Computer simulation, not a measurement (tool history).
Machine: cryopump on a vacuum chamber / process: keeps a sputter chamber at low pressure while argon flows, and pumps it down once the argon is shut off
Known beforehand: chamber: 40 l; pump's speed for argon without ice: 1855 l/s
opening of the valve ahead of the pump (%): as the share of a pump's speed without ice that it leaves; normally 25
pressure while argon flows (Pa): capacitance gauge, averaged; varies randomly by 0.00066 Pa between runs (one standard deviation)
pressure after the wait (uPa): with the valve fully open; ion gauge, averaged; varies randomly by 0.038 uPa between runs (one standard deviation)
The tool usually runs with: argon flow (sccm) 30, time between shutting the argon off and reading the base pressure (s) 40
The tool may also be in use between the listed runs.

| run | hour | argon flow (sccm) | time between shutting the argon off and reading the base pressure (s) | opening of the valve ahead of the pump (%) | pressure while argon flows (Pa) | pressure after the wait (uPa) |
|---|---|---|---|---|---|---|
| 1 | 0.0 | 30 | 40 | 25 | 0.1111 | 2.71 |
| 2 | 14.3 | 30 | 40 | 25 | 0.1108 | 2.85 |
| 3 | 24.2 | 30 | 40 | 25 | 0.1106 | 2.90 |
| 4 | 31.9 | 30 | 37 | 25 | 0.1111 | 3.02 |
| 5 | 44.9 | 30 | 40 | 25 | 0.1106 | 2.76 |
| 6 | 54.0 | 30 | 40 | 25 | 0.1110 | 2.91 |
| 7 | 66.7 | 30 | 151 | 25 | 0.1107 | 1.37 |
| 8 | 79.9 | 49 | 151 | 25 | 0.1827 | 1.45 |
| 9 | 95.8 | 30 | 27 | 56 | 0.0527 | 3.87 |
| 10 | 106.9 | 30 | 27 | 56 | 0.0525 | 4.00 |
| 11 | 116.9 | 30 | 60 | 39 | 0.0729 | 2.36 |
| 12 | 125.2 | 30 | 149 | 25 | 0.1122 | 1.57 |
| 13 | 137.6 | 30 | 149 | 52 | 0.0565 | 1.50 |

Difference, measured minus no-hidden-state, one row per run. Run-to-run variation is common to both terms; the gauge's own scatter need not be:
Unlogged tool condition in this case: pump's speed, % of a pump's without ice; cold plate's temperature, K; leak into the chamber, uPa l/s; drift of the gauge itself on working_pa, %; drift of the gauge itself on base_upa, %.
| run | pressure while argon flows (Pa) | pressure after the wait (uPa) |
|---|---|---|
| 1 | +0.0017 | +0.62 |
| 2 | +0.0018 | +0.67 |
| 3 | +0.0019 | +0.69 |
| 4 | +0.0020 | +0.69 |
| 5 | +0.0021 | +0.69 |
| 6 | +0.0022 | +0.72 |
| 7 | +0.0024 | +0.73 |
| 8 | +0.0041 | +0.76 |
| 9 | +0.0027 | +0.78 |
| 10 | +0.0029 | +0.81 |
| 11 | +0.0030 | +0.83 |
| 12 | +0.0031 | +0.87 |
| 13 | +0.0032 | +0.85 |

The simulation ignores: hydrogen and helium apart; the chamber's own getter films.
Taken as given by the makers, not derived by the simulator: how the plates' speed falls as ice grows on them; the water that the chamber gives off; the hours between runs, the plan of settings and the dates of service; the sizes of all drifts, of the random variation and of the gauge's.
